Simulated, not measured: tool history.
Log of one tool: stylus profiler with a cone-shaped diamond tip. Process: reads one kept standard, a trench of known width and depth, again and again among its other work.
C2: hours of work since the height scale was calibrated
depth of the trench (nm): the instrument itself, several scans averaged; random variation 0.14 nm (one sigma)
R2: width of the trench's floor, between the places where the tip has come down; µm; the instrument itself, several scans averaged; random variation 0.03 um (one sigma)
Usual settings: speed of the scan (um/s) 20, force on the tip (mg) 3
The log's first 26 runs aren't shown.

run 27 hour=1163.4 | speed_of_the_scan_(um/s)=20 force_on_the_tip_(mg)=1.43 | scans_with_this_tip=5211 C2=61 | depth_of_the_trench_(nm)=503.89 R2=44.99
run 28 hour=1197.3 | speed_of_the_scan_(um/s)=20 force_on_the_tip_(mg)=1.43 | scans_with_this_tip=5313 C2=77 | depth_of_the_trench_(nm)=503.83 R2=44.99
run 29 hour=1244.1 | speed_of_the_scan_(um/s)=68 force_on_the_tip_(mg)=1.53 | scans_with_this_tip=5454 C2=99 | depth_of_the_trench_(nm)=504.15 R2=44.68
run 30 hour=1275.9 | speed_of_the_scan_(um/s)=21 force_on_the_tip_(mg)=4.54 | scans_with_this_tip=5550 C2=115 | depth_of_the_trench_(nm)=508.33 R2=44.99
run 31 hour=1340.2 | speed_of_the_scan_(um/s)=7 force_on_the_tip_(mg)=5.56 | scans_with_this_tip=5744 C2=145 | depth_of_the_trench_(nm)=510.09 R2=45.04
run 32 hour=1376.6 | speed_of_the_scan_(um/s)=78 force_on_the_tip_(mg)=4.21 | scans_with_this_tip=5854 C2=163 | depth_of_the_trench_(nm)=508.23 R2=44.77
run 33 hour=1423.7 | speed_of_the_scan_(um/s)=78 force_on_the_tip_(mg)=4.21 | scans_with_this_tip=5996 C2=185 | depth_of_the_trench_(nm)=508.25 R2=44.74
run 34 hour=1461.3 | speed_of_the_scan_(um/s)=78 force_on_the_tip_(mg)=4.21 | scans_with_this_tip=6110 C2=203 | depth_of_the_trench_(nm)=508.15 R2=44.76
run 35 hour=1500 | speed_of_the_scan_(um/s)=78 force_on_the_tip_(mg)=4.21 | scans_with_this_tip=6227 C2=221 | depth_of_the_trench_(nm)=508.18 R2=44.68
run 36 hour=1545.7 | speed_of_the_scan_(um/s)=20 force_on_the_tip_(mg)=2.88 | scans_with_this_tip=6365 C2=243 | depth_of_the_trench_(nm)=506.42 R2=44.88
run 37 hour=1578.6 | speed_of_the_scan_(um/s)=7 force_on_the_tip_(mg)=3.77 | scans_with_this_tip=6464 C2=259 | depth_of_the_trench_(nm)=507.81 R2=44.96
run 38 hour=1636.7 | speed_of_the_scan_(um/s)=18 force_on_the_tip_(mg)=4.01 | scans_with_this_tip=6639 C2=286 | depth_of_the_trench_(nm)=508.1 R2=44.85
run 39 hour=1670.8 | speed_of_the_scan_(um/s)=26 force_on_the_tip_(mg)=7.42 | scans_with_this_tip=6742 C2=303 | depth_of_the_trench_(nm)=512.11 R2=44.92
run 40 hour=1704.9 | speed_of_the_scan_(um/s)=26 force_on_the_tip_(mg)=7.42 | scans_with_this_tip=6845 C2=319 | depth_of_the_trench_(nm)=512.08 R2=44.89
run 41 hour=1757.6 | speed_of_the_scan_(um/s)=26 force_on_the_tip_(mg)=7.42 | scans_with_this_tip=7004 C2=344 | depth_of_the_trench_(nm)=512.22 R2=44.83
run 42 hour=1799.7 | speed_of_the_scan_(um/s)=26 force_on_the_tip_(mg)=7.42 | scans_with_this_tip=7131 C2=364 | depth_of_the_trench_(nm)=512.29 R2=44.84
run 43 hour=1851.2 | speed_of_the_scan_(um/s)=68 force_on_the_tip_(mg)=1.27 | scans_with_this_tip=7287 C2=389 | depth_of_the_trench_(nm)=503.96 R2=44.45
run 44 hour=1879.6 | speed_of_the_scan_(um/s)=15 force_on_the_tip_(mg)=3.64 | scans_with_this_tip=7373 C2=402 | depth_of_the_trench_(nm)=507.66 R2=44.83
run 45 hour=1926 | speed_of_the_scan_(um/s)=15 force_on_the_tip_(mg)=3.64 | scans_with_this_tip=7512 C2=424 | depth_of_the_trench_(nm)=507.94 R2=44.85
run 46 hour=1958.8 | speed_of_the_scan_(um/s)=15 force_on_the_tip_(mg)=3.64 | scans_with_this_tip=7611 C2=440 | depth_of_the_trench_(nm)=507.86 R2=44.8

3 ways to go on from here, each from the tool as it stands after run 46. What would each give?
run A hour=2007.1 | speed_of_the_scan_(um/s)=9 force_on_the_tip_(mg)=3.64 | scans_with_this_tip=7757 C2=463 | depth_of_the_trench_(nm)=? R2=?
run B hour=2007.1 | speed_of_the_scan_(um/s)=20 force_on_the_tip_(mg)=2.26 | scans_with_this_tip=7757 C2=463 | depth_of_the_trench_(nm)=? R2=?
run C hour=2007.1 | speed_of_the_scan_(um/s)=35 force_on_the_tip_(mg)=3.64 | scans_with_this_tip=7757 C2=463 | depth_of_the_trench_(nm)=? R2=?

run=A depth_of_the_trench_(nm)=508 R2=44.81
run=B depth_of_the_trench_(nm)=505.98 R2=44.79
run=C depth_of_the_trench_(nm)=507.93 R2=44.69
Without the tool's hidden state the same runs would have given:
run=A depth_of_the_trench_(nm)=507.25 R2=45.61
run=B depth_of_the_trench_(nm)=505.23 R2=45.59
run=C depth_of_the_trench_(nm)=507.18 R2=45.49

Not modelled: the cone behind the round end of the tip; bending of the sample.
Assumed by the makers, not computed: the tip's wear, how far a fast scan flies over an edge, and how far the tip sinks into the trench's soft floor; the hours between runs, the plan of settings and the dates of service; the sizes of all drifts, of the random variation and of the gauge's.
